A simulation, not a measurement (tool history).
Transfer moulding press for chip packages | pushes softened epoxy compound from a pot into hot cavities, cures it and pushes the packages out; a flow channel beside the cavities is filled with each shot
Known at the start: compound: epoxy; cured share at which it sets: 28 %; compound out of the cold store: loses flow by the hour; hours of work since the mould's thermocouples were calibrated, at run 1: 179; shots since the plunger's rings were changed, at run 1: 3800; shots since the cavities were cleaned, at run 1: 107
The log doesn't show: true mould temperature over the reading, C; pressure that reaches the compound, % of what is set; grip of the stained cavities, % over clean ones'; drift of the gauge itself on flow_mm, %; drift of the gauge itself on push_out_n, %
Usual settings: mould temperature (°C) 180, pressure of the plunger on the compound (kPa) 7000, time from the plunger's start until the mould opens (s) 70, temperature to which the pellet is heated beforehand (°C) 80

run	day	mould temperature (°C)	pressure of the plunger on the compound (kPa)	time from the plunger's start until the mould opens (s)	temperature to which the pellet is heated beforehand (°C)	hours of work since the mould's thermocouples were calibrated	shots since the plunger's rings were changed	shots since the cavities were cleaned	incoming compound's hours out of the cold store	length that the compound runs in the flow channel (mm)	greatest force on the pins that push the packages out (N)
1	0.000	180	7000	70	80	179	3800	107	30.1	548	403
# day 0.300: plunger's sealing rings changed
2	0.592	180	7000	70	87	185	94	263	26.0	594	457
3	0.929	180	7000	70	87	190	203	372	41.1	567	461
4	1.333	180	7000	70	87	195	332	501	16.8	613	500
5	1.562	180	7000	70	87	198	405	574	30.6	589	497
# day 1.942: cavities cleaned with cleaning compound and waxed
6	1.992	180	7000	54	87	203	523	16	43.2	562	671
7	2.275	180	7000	54	87	207	613	106	24.0	600	790
8	2.754	180	7000	54	87	213	767	260	41.6	558	838
# day 2.858: mould's thermocouples calibrated
9	3.229	180	7000	70	80	5	893	386	33.4	574	501
10	3.425	180	7000	70	80	8	956	449	34.2	573	499
11	3.850	175	7000	70	80	13	1092	585	48.0	551	673
# day 4.179: cavities cleaned with cleaning compound and waxed
12	4.392	175	7000	70	80	19	1246	68	40.6	559	525
13	4.779	175	7000	70	80	25	1369	191	23.8	599	622
14	5.192	175	7000	70	80	30	1503	325	8.9	621	709
15	5.533	175	8660	70	80	35	1612	434	20.8	667	704
# day 5.796: mould's thermocouples calibrated, once more
16	5.983	175	8660	70	80	2	1729	551	39.6	616	709
17	6.179	175	8660	70	80	5	1792	614	20.8	666	749
# day 6.417: cavities cleaned with cleaning compound and waxed
18	6.629	175	8660	70	80	10	1916	68	15.9	671	563
19	7.042	175	8660	70	80	16	2048	200	20.0	662	594
20	7.329	175	5440	77	75	19	2140	292	37.0	495	504
21	7.758	184	5310	109	78	25	2279	431	12.0	517	328
22	8.121	181	5230	52	85	30	2395	547	37.3	479	1046
23	8.383	181	5230	52	85	33	2479	631	45.3	458	1006
# day 8.567: cavities cleaned with cleaning compound and waxed
24	8.879	180	5420	51	80	39	2618	100	46.8	471	856
25	9.321	180	5420	81	84	45	2760	242	33.3	491	346
26	9.650	180	6830	71	84	49	2865	347	16.9	579	479
27	10.046	180	8740	69	84	54	2991	473	16.6	654	539
28	10.446	180	8740	69	84	60	3119	601	28.4	623	520

Hidden state at the last listed run before each entry between runs and at the first one after, where it differs:
Between runs 1 and 2: plunger's sealing rings changed (day 0.300)
  true mould temperature over the reading, C: -0.21 -> -0.22; pressure that reaches the compound, % of what is set: 85.83 -> 99.06; grip of the stained cavities, % over clean ones': 12.8 -> 25.7
  measured less the result without the state, length that the compound runs in the flow channel (mm): -44 -> -3; greatest force on the pins that push the packages out (N): +50 -> +96
Between runs 5 and 6: cavities cleaned with cleaning compound and waxed (day 1.942)
  true mould temperature over the reading, C: -0.23 -> -0.24; pressure that reaches the compound, % of what is set: 97.96 -> 97.54; grip of the stained cavities, % over clean ones': 43.6 -> 1.8
  measured less the result without the state, length that the compound runs in the flow channel (mm): -6 -> -7; greatest force on the pins that push the packages out (N): +156 -> +21
Between runs 8 and 9: mould's thermocouples calibrated (day 2.858)
  true mould temperature over the reading, C: -0.25 -> -0.36; pressure that reaches the compound, % of what is set: 96.68 -> 96.2; grip of the stained cavities, % over clean ones': 24 -> 32.7
  measured less the result without the state, length that the compound runs in the flow channel (mm): -10 -> -11; greatest force on the pins that push the packages out (N): +172 -> +132
Between runs 11 and 12: cavities cleaned with cleaning compound and waxed (day 4.179)
  true mould temperature over the reading, C: -0.37 -> -0.38; pressure that reaches the compound, % of what is set: 95.42 -> 94.91; grip of the stained cavities, % over clean ones': 42.8 -> 7.7
  measured less the result without the state, length that the compound runs in the flow channel (mm): -13 -> -15; greatest force on the pins that push the packages out (N): +215 -> +50
Between runs 15 and 16: mould's thermocouples calibrated, once more (day 5.796)
  true mould temperature over the reading, C: -0.39 -> 0.1; pressure that reaches the compound, % of what is set: 93.58 -> 93.13; grip of the stained cavities, % over clean ones': 35.5 -> 41.8
  measured less the result without the state, length that the compound runs in the flow channel (mm): -22 -> -22; greatest force on the pins that push the packages out (N): +199 -> +204
Between runs 17 and 18: cavities cleaned with cleaning compound and waxed (day 6.417)
  pressure that reaches the compound, % of what is set: 92.92 -> 92.5; grip of the stained cavities, % over clean ones': 44.7 -> 7.9
  measured less the result without the state, length that the compound runs in the flow channel (mm): -25 -> -27; greatest force on the pins that push the packages out (N): +228 -> +38
Between runs 23 and 24: cavities cleaned with cleaning compound and waxed (day 8.567)
  true mould temperature over the reading, C: 0.06 -> 0.05; pressure that reaches the compound, % of what is set: 90.44 -> 89.92; grip of the stained cavities, % over clean ones': 45.5 -> 10.8
  measured less the result without the state, length that the compound runs in the flow channel (mm): -24 -> -26; greatest force on the pins that push the packages out (N): +312 -> +81

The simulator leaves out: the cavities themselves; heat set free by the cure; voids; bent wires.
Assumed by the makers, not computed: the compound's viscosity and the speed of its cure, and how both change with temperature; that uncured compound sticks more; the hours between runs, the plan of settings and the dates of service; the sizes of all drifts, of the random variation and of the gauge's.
